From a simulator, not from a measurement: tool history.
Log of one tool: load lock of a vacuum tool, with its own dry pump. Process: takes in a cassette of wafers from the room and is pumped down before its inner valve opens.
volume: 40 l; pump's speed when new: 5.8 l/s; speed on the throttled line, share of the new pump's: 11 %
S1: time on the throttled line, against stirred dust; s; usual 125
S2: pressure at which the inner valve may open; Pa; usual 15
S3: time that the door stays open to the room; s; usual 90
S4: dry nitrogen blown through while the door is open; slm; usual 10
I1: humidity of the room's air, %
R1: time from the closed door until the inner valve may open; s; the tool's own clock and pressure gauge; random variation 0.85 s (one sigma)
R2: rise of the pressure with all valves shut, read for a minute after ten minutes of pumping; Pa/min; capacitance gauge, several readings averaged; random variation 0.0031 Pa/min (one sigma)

run    hour   S1  S2   S3  S4    I1     R1     R2
  1       0  125  15   90  10  48.3  177.3  0.433
  2   186.1  125  15   90  10  44.4  178.6  0.437
  3   389.8  205  15   90  10  48.2  248.3  0.469
  4   548.7  125  15   90  20  43.1  177.6  0.462
  5   767.5  125  15   90  10  46.8  178.6  0.494
  6    1029  125  15   65  10  45.6  177.9  0.504
  7  1232.9  125  15   65  10  45.4  177.4  0.517
     1301.5  -- door's seal changed, seat wiped
  8  1418.1  125  15   90  10  43.4    178  0.063
  9  1656.9  125  15   90  10  46.4  179.2  0.074
 10  1975.7  125  15   90  10  47.1  179.5  0.074
 11    2240  125  15   90  10  43.3  179.2  0.076
 12  2610.1  125  15   80  10  45.1  179.7  0.084
 13  2774.2  125  15   90  20  43.7  180.6  0.082
 14  3157.4   79  15   90  20  43.4    139  0.091
 15  3420.8   79  15   90  20  45.7  138.7  0.098
 16  3615.3   79  15   90  20  46.4  139.2  0.109
 17    3865  176  17  141   7  40.9    226  0.148
 18  4139.3  176  17  141   7  48.1  223.8  0.176
 19  4466.7  176  15  141   7  48.2  226.9  0.183

Run 20 comes next. What will it give?
 20  4753.1  210  15  90   9  46.3   ?   ?

Run 20 gave R1 252.9 s, R2 0.164 Pa/min.
Without the tool's hidden state the same run would have given R1 246.4 s, R2 0.07 Pa/min.

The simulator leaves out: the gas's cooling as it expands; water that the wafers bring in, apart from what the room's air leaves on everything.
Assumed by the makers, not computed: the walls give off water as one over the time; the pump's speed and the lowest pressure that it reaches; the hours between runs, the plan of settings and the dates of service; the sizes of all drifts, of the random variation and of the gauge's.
